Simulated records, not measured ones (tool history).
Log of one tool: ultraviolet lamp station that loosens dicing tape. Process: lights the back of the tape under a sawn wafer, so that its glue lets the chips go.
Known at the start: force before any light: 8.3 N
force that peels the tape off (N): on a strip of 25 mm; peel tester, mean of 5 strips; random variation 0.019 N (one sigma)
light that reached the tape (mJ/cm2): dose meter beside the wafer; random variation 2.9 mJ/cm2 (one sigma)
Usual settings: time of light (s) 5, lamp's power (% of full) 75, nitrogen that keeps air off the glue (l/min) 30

run,hour,time of light (s),lamp's power (% of full),nitrogen that keeps air off the glue (l/min),force that peels the tape off (N),light that reached the tape (mJ/cm2)
1,0.0,5,75,30,1.182,358
2,39.4,5,75,30,1.219,351
3,73.6,5,62,30,1.650,292
4,112.7,5,62,30,1.623,294
# hour 117.1: window cleaned of glue's vapour
5,135.4,5,75,30,1.293,343
6,168.1,5,75,30,1.233,343
7,195.8,5,75,30,1.310,341
8,245.0,5,75,15,1.725,342
9,279.8,4,65,21,2.524,236
10,319.8,3,65,11,3.868,177
11,370.4,3,65,11,3.954,170
# hour 403.0: window cleaned of glue's vapour, once more
12,416.2,6,62,22,1.425,348
13,457.2,6,62,22,1.499,343

3 ways to go on from here, each from the tool as it stands after run 13. What would each give?
A,489.0,5,75,30,?,?
B,489.0,3,83,39,?,?
C,489.0,7,75,9,?,?

run,force that peels the tape off (N),light that reached the tape (mJ/cm2)
A,1.247,343
B,2.223,226
C,1.217,482
Without the tool's hidden state the same runs would have given:
run,force that peels the tape off (N),light that reached the tape (mJ/cm2)
A,0.907,407
B,1.749,269
C,0.883,572

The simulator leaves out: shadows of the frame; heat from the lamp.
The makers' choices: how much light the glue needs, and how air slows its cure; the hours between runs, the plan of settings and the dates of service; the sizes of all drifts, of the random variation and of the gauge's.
